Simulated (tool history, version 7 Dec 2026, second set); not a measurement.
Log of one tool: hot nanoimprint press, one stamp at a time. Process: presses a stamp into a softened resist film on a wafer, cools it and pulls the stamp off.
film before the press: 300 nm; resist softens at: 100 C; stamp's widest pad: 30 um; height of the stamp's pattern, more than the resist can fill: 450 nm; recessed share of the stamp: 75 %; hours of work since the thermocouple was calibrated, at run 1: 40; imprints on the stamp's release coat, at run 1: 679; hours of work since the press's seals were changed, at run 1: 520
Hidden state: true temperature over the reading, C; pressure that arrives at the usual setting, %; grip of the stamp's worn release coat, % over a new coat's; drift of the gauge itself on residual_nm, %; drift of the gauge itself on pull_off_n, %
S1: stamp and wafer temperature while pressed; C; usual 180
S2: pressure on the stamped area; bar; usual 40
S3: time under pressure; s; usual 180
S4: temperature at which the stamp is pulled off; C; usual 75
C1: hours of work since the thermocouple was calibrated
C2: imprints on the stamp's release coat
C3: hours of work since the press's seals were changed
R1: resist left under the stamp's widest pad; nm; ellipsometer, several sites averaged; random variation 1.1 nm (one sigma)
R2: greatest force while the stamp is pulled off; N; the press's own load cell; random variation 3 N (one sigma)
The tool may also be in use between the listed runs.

Run 1, hour 0: usual settings; C1 40; C2 679; C3 520. Result: R1 163.7 nm, R2 184 N.
Run 2, hour 16.7: usual settings but S4 80 C; C1 52; C2 773; C3 532. Result: R1 162.5 nm, R2 179 N.
Run 3, hour 34.2: usual settings but S4 80 C; C1 64; C2 870; C3 544. Result: R1 162.2 nm, R2 186 N.
Run 4, hour 45.9: usual settings but S4 80 C; C1 72; C2 936; C3 552. Result: R1 163.4 nm, R2 191 N.
Run 5, hour 62.3: usual settings but S3 236 s, S4 80 C; C1 84; C2 1027; C3 564. Result: R1 148.9 nm, R2 192 N.
Run 6, hour 78.5: usual settings but S3 236 s, S4 80 C; C1 95; C2 1118; C3 575. Result: R1 148.2 nm, R2 203 N.
Run 7, hour 93.7: usual settings but S3 119 s, S4 80 C; C1 106; C2 1203; C3 586. Result: R1 185.7 nm, R2 197 N.
Run 8, hour 113.8: usual settings but S3 119 s, S4 80 C; C1 120; C2 1315; C3 600. Result: R1 184.9 nm, R2 209 N.
Run 9, hour 123.2: usual settings; C1 126; C2 1368; C3 606. Result: R1 161.7 nm, R2 236 N.
Run 10, hour 140.4: usual settings; C1 139; C2 1464; C3 619. Result: R1 159.5 nm, R2 250 N.
Run 11, hour 149.3: usual settings; C1 145; C2 1514; C3 625. Result: R1 160.2 nm, R2 249 N.
Run 12, hour 161: usual settings; C1 153; C2 1579; C3 633. Result: R1 159.6 nm, R2 247 N.
Run 13, hour 177.2: usual settings; C1 164; C2 1670; C3 644. Result: R1 159.4 nm, R2 243 N.
Run 14, hour 188.4: usual settings; C1 172; C2 1732; C3 652. Result: R1 161.1 nm, R2 246 N.
Run 15, hour 201.3: usual settings; C1 181; C2 1804; C3 661. Result: R1 158.1 nm, R2 259 N.
Run 16, hour 220.2: usual settings; C1 194; C2 1910; C3 674. Result: R1 158.8 nm, R2 273 N.
Run 17, hour 241.2: usual settings but S3 175 s; C1 209; C2 2027; C3 689. Result: R1 162.3 nm, R2 287 N.
Run 18, hour 262.7: usual settings but S3 175 s; C1 224; C2 2147; C3 704. Result: R1 160.7 nm, R2 295 N.
Run 19, hour 278.6: usual settings but S3 175 s; C1 235; C2 2236; C3 715. Result: R1 160.9 nm, R2 303 N.
Run 20, hour 297.7: usual settings but S2 24.5 bar, S3 111 s, S4 61 C; C1 249; C2 2343; C3 729. Result: R1 214.7 nm, R2 339 N.
At hour 320.7: stamp cleaned and given a new release coat.
Run 21, hour 322.6: usual settings but S2 31.7 bar, S3 198 s, S4 61 C; C1 262; C2 11; C3 742. Result: R1 168.1 nm, R2 166 N.
Run 22, hour 343: usual settings but S2 31.7 bar, S3 198 s, S4 61 C; C1 276; C2 124; C3 756. Result: R1 167.5 nm, R2 167 N.
Run 23, hour 354.1: usual settings but S2 48.7 bar, S3 198 s, S4 70 C; C1 284; C2 186; C3 764. Result: R1 140.6 nm, R2 157 N.
Run 24, hour 370.7: usual settings but S1 181 C, S2 48.7 bar, S3 198 s, S4 70 C; C1 295; C2 279; C3 775. Result: R1 135.7 nm, R2 161 N.
Run 25, hour 390: usual settings but S1 181 C, S2 48.7 bar, S3 198 s, S4 70 C; C1 309; C2 387; C3 789. Result: R1 137.8 nm, R2 170 N.
Run 26, hour 409.6: usual settings but S1 181 C, S2 48.7 bar, S3 118 s, S4 81 C; C1 323; C2 497; C3 803. Result: R1 164.6 nm, R2 165 N.
Run 27, hour 426.7: usual settings but S1 181 C, S2 48.7 bar, S3 118 s, S4 81 C; C1 335; C2 592; C3 815. Result: R1 166.1 nm, R2 168 N.

Forecast each of these 3 alternatives for the next run:
Run A, hour 438.6: usual settings but S1 177 C, S2 25.1 bar; C1 343; C2 659; C3 823. Result: R1 ?, R2 ?.
Run B, hour 438.6: usual settings but S1 189 C, S2 48.7 bar, S3 101 s, S4 81 C; C1 343; C2 659; C3 823. Result: R1 ?, R2 ?.
Run C, hour 438.6: usual settings but S1 181 C, S2 24.6 bar, S3 118 s, S4 81 C; C1 343; C2 659; C3 823. Result: R1 ?, R2 ?.

run     R1   R2
  A    200  185
  B  137.9  170
  C    205  168
Without the tool's hidden state the same runs would have given:
run     R1   R2
  A    207  146
  B  142.6  134
  C  211.6  133
